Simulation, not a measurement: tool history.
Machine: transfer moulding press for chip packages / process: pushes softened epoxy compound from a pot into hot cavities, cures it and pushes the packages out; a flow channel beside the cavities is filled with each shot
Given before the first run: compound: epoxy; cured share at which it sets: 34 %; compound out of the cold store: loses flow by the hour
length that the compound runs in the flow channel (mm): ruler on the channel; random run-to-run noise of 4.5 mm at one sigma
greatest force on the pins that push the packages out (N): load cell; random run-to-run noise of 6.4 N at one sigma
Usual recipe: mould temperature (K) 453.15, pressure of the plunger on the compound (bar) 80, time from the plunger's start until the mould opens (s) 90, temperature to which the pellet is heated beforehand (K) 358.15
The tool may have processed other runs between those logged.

run     day  mould temperature (K)  pressure of the plunger on the compound (bar)  time from the plunger's start until the mould opens (s)  temperature to which the pellet is heated beforehand (K)  incoming compound's hours out of the cold store  length that the compound runs in the flow channel (mm)  greatest force on the pins that push the packages out (N)
  1       0                 453.15                                             80                                                       90                                                    358.15                                             40.7                                                     709                                                        391
  2   0.604                 456.15                                             80                                                       90                                                    358.15                                             41.7                                                     700                                                        433
  3   1.075                 456.15                                             80                                                       90                                                    358.15                                             13.6                                                     745                                                        472
  4   1.379                 456.15                                             80                                                       90                                                    358.15                                             10.4                                                     757                                                        485
  5   1.754                 456.15                                             80                                                       90                                                    358.15                                             32.4                                                     706                                                        497
  6   2.267                 456.15                                             80                                                       90                                                    358.15                                             36.2                                                     705                                                        239
  7   2.725                 456.15                                             80                                                       90                                                    358.15                                             47.6                                                     682                                                        344
  8   3.025                 456.15                                             80                                                       90                                                    358.15                                             34.2                                                     705                                                        392
  9   3.558                 453.15                                             80                                                       98                                                    358.15                                             23.4                                                     738                                                        441
 10   4.217                 453.15                                             80                                                       90                                                    358.15                                             17.9                                                     750                                                        498
 11   4.762                 453.15                                             80                                                       90                                                    358.15                                             24.2                                                     717                                                        557
 12   5.092                 453.15                                             80                                                       90                                                    358.15                                             20.5                                                     734                                                        514
 13    5.85                 453.15                                             80                                                       90                                                    358.15                                              8.4                                                     759                                                        378
 14   6.508                 447.15                                             80                                                       90                                                    358.15                                             41.2                                                     699                                                        628
 15   7.083                 453.15                                           71.5                                                       90                                                    358.15                                               10                                                     700                                                        516
 16   7.796                 453.15                                           71.5                                                       90                                                    358.15                                             22.8                                                     675                                                        528
 17   8.175                 453.15                                           71.5                                                       90                                                    358.15                                             28.7                                                     660                                                        526
 18   8.883                 453.15                                             90                                                       90                                                    358.15                                             38.4                                                     716                                                        377
 19   9.279                 458.15                                             80                                                       90                                                    358.15                                             35.6                                                     664                                                        393
 20   9.775                 458.15                                             80                                                       90                                                    348.15                                             25.2                                                     688                                                        435
 21  10.167                 457.15                                             80                                                       90                                                    359.15                                             46.4                                                     646                                                        460
 22    10.6                 457.15                                             80                                                       90                                                    359.15                                             18.3                                                     693                                                        491
 23  11.383                 456.15                                           77.7                                                       98                                                    360.15                                             20.7                                                     684                                                        247
 24  12.012                 448.15                                           77.7                                                      103                                                    360.15                                             16.4                                                     720                                                        425
 25  12.612                 448.15                                           77.7                                                      103                                                    360.15                                             30.4                                                     749                                                        467
 26  12.912                 450.15                                           81.9                                                      100                                                    356.15                                             34.2                                                     747                                                        479
 27  13.546                 450.15                                           81.9                                                      100                                                    356.15                                             41.2                                                     724                                                        513

The log once held 5 entries between its listed runs, left out of this copy. Where does each go, and what is different about the tool's unlogged condition between the listed run before it and the listed run after it?
Between runs 5 and 6: cavities cleaned with cleaning compound and waxed (day 2.229)
  true mould temperature over the reading, C: 1 -> 1.02; pressure that reaches the compound, % of what is set: 97.93 -> 97.41; grip of the stained cavities, % over clean ones': 116.6 -> 5
  measured less the result without the state, length that the compound runs in the flow channel (mm): -11 -> -13; greatest force on the pins that push the packages out (N): +266 -> +7
Between runs 12 and 13: cavities cleaned with cleaning compound and waxed (day 5.271)
  true mould temperature over the reading, C: 1.12 -> 1.14; pressure that reaches the compound, % of what is set: 94.3 -> 93.54; grip of the stained cavities, % over clean ones': 120.8 -> 56.8
  measured less the result without the state, length that the compound runs in the flow channel (mm): -27 -> -31; greatest force on the pins that push the packages out (N): +278 -> +127
Between runs 17 and 18: cavities cleaned with cleaning compound and waxed (day 8.304)
  true mould temperature over the reading, C: 1.22 -> 1.24; pressure that reaches the compound, % of what is set: 91 -> 90.3; grip of the stained cavities, % over clean ones': 121.2 -> 54
  measured less the result without the state, length that the compound runs in the flow channel (mm): -36 -> -43; greatest force on the pins that push the packages out (N): +280 -> +123
Between runs 22 and 23: cavities cleaned with cleaning compound and waxed (day 11.321)
  true mould temperature over the reading, C: 1.3 -> 1.33; pressure that reaches the compound, % of what is set: 88.32 -> 87.54; grip of the stained cavities, % over clean ones': 114.5 -> 8.2
  measured less the result without the state, length that the compound runs in the flow channel (mm): -49 -> -52; greatest force on the pins that push the packages out (N): +264 -> +15
Between runs 24 and 25: plunger's sealing rings changed (day 12.146)
  true mould temperature over the reading, C: 1.35 -> 1.37; pressure that reaches the compound, % of what is set: 86.81 -> 99.49; grip of the stained cavities, % over clean ones': 62.4 -> 86.9
  measured less the result without the state, length that the compound runs in the flow channel (mm): -59 -> -8; greatest force on the pins that push the packages out (N): +148 -> +202
